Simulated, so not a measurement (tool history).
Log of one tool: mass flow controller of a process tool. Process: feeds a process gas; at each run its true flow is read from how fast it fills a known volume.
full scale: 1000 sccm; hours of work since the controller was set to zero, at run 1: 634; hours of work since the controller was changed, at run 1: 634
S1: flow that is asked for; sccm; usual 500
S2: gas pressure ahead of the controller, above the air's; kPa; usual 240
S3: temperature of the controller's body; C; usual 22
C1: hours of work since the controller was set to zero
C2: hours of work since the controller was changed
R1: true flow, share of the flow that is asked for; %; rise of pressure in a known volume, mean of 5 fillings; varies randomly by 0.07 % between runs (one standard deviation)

{"run": 1, "hour": 0.0, "S1": 500, "S2": 240, "S3": 22, "C1": 634, "C2": 634, "R1": 99.39}
{"run": 2, "hour": 86.0, "S1": 102, "S2": 240, "S3": 22, "C1": 689, "C2": 689, "R1": 99.13}
{"run": 3, "hour": 135.7, "S1": 500, "S2": 240, "S3": 28, "C1": 721, "C2": 721, "R1": 99.68}
{"run": 4, "hour": 227.9, "S1": 500, "S2": 240, "S3": 28, "C1": 781, "C2": 781, "R1": 99.51}
{"run": 5, "hour": 280.8, "S1": 500, "S2": 219, "S3": 22, "C1": 815, "C2": 815, "R1": 99.19}
{"run": 6, "hour": 376.6, "S1": 500, "S2": 240, "S3": 22, "C1": 877, "C2": 877, "R1": 99.34}
{"run": 7, "hour": 435.6, "S1": 500, "S2": 240, "S3": 22, "C1": 915, "C2": 915, "R1": 99.38}
{"run": 8, "hour": 481.2, "S1": 500, "S2": 229, "S3": 22, "C1": 944, "C2": 944, "R1": 99.23}
{"run": 9, "hour": 539.9, "S1": 500, "S2": 229, "S3": 22, "C1": 982, "C2": 982, "R1": 99.33}
{"run": 10, "hour": 620.8, "S1": 500, "S2": 192, "S3": 22, "C1": 1035, "C2": 1035, "R1": 99.06}
{"run": 11, "hour": 697.9, "S1": 500, "S2": 192, "S3": 22, "C1": 1084, "C2": 1084, "R1": 99.01}
{"run": 12, "hour": 749.5, "S1": 500, "S2": 240, "S3": 22, "C1": 1118, "C2": 1118, "R1": 99.46}
{"run": 13, "hour": 803.3, "S1": 547, "S2": 240, "S3": 22, "C1": 1153, "C2": 1153, "R1": 99.61}
{"run": 14, "hour": 872.5, "S1": 500, "S2": 240, "S3": 22, "C1": 1197, "C2": 1197, "R1": 99.39}
{"run": 15, "hour": 917.0, "S1": 500, "S2": 191, "S3": 22, "C1": 1226, "C2": 1226, "R1": 99.09}
{"run": 16, "hour": 971.7, "S1": 500, "S2": 191, "S3": 26, "C1": 1261, "C2": 1261, "R1": 99.3}
{"run": 17, "hour": 1061.3, "S1": 404, "S2": 191, "S3": 26, "C1": 1319, "C2": 1319, "R1": 99.28}
{"run": 18, "hour": 1109.9, "S1": 404, "S2": 196, "S3": 22, "C1": 1350, "C2": 1350, "R1": 99.17}
{"hour": 1119.3, "done": "controller's zero set anew"}
{"run": 19, "hour": 1174.1, "S1": 245, "S2": 271, "S3": 27, "C1": 35, "C2": 1392, "R1": 99.6}
{"run": 20, "hour": 1270.1, "S1": 473, "S2": 164, "S3": 36, "C1": 97, "C2": 1454, "R1": 99.67}
{"run": 21, "hour": 1352.1, "S1": 473, "S2": 164, "S3": 36, "C1": 150, "C2": 1507, "R1": 99.75}
{"run": 22, "hour": 1404.5, "S1": 473, "S2": 164, "S3": 36, "C1": 184, "C2": 1540, "R1": 99.64}
{"run": 23, "hour": 1492.0, "S1": 253, "S2": 215, "S3": 31, "C1": 241, "C2": 1597, "R1": 99.52}
{"run": 24, "hour": 1574.8, "S1": 253, "S2": 215, "S3": 31, "C1": 294, "C2": 1650, "R1": 99.53}
{"hour": 1601.4, "done": "controller's zero set anew, once more"}
{"run": 25, "hour": 1653.4, "S1": 253, "S2": 215, "S3": 31, "C1": 34, "C2": 1701, "R1": 99.22}
{"run": 26, "hour": 1697.7, "S1": 555, "S2": 153, "S3": 34, "C1": 62, "C2": 1729, "R1": 99.43}
{"run": 27, "hour": 1784.8, "S1": 267, "S2": 247, "S3": 21, "C1": 118, "C2": 1786, "R1": 98.88}
{"run": 28, "hour": 1880.8, "S1": 120, "S2": 181, "S3": 23, "C1": 180, "C2": 1848, "R1": 98.69}
{"run": 29, "hour": 1978.2, "S1": 500, "S2": 166, "S3": 22, "C1": 243, "C2": 1911, "R1": 98.83}

A few steps of R1 between consecutive runs. Split each: what settings, incoming material and random variation would produce without the hidden state, and what is left over for the hidden state, along with gauge scatter present in only one of the two compared results (measured, and without hidden state):
Hidden state at play: flow at rest that the sensor doesn't see, % of full scale; true flow over the shown one, %; drift of the gauge itself on true_pct, %.
Run 1 -> 2: S1 500 -> 102. R1 -0.26 %: hidden state +0.29, all else -0.55.
Run 2 -> 3: S1 102 -> 500, S3 22 -> 28. R1 +0.55 %: hidden state -0.30, all else +0.85.
Run 26 -> 27: S1 555 -> 267, S2 153 -> 247, S3 34 -> 21. R1 -0.55 %: hidden state +0.07, all else -0.62.
